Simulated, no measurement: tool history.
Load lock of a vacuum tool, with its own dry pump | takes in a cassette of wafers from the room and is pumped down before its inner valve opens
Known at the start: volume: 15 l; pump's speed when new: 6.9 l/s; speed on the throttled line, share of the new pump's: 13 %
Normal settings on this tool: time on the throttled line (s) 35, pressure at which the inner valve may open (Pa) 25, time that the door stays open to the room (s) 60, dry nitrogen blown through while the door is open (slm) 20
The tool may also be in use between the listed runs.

run,day,time on the throttled line (s),pressure at which the inner valve may open (Pa),time that the door stays open to the room (s),dry nitrogen blown through while the door is open (slm),"incoming humidity of the room's air, %",time from the closed door until the inner valve may open (s),rise of the pressure with all valves shut (Pa/min)
1,0.000,35,25,60,20,44.2,48.9,0.066
2,11.183,35,25,60,20,44.0,48.8,0.068
3,18.550,35,43,60,20,44.7,47.5,0.065
4,33.417,35,43,60,20,46.0,47.5,0.066
5,43.512,35,43,60,20,44.5,47.5,0.070
6,55.679,35,43,60,20,45.4,47.2,0.066
7,69.325,43,25,60,20,45.1,55.5,0.064
8,81.308,43,25,60,20,44.1,55.7,0.063
9,88.288,43,32,30,27,46.9,55.7,0.050
10,102.667,64,21,60,20,47.1,74.2,0.064
11,111.192,25,22,60,20,45.6,40.1,0.063
12,122.738,25,22,60,20,45.9,40.0,0.066

Forecast run 13:
13,131.646,35,25,89,20,44.8,?,?

{"run 13": {"time from the closed door until the inner valve may open (s)": 48.5, "rise of the pressure with all valves shut (Pa/min)": 0.073}}
If the tool had no hidden condition, the same run with the same run-to-run variation would have returned time from the closed door until the inner valve may open (s) 48.5, rise of the pressure with all valves shut (Pa/min) 0.071.
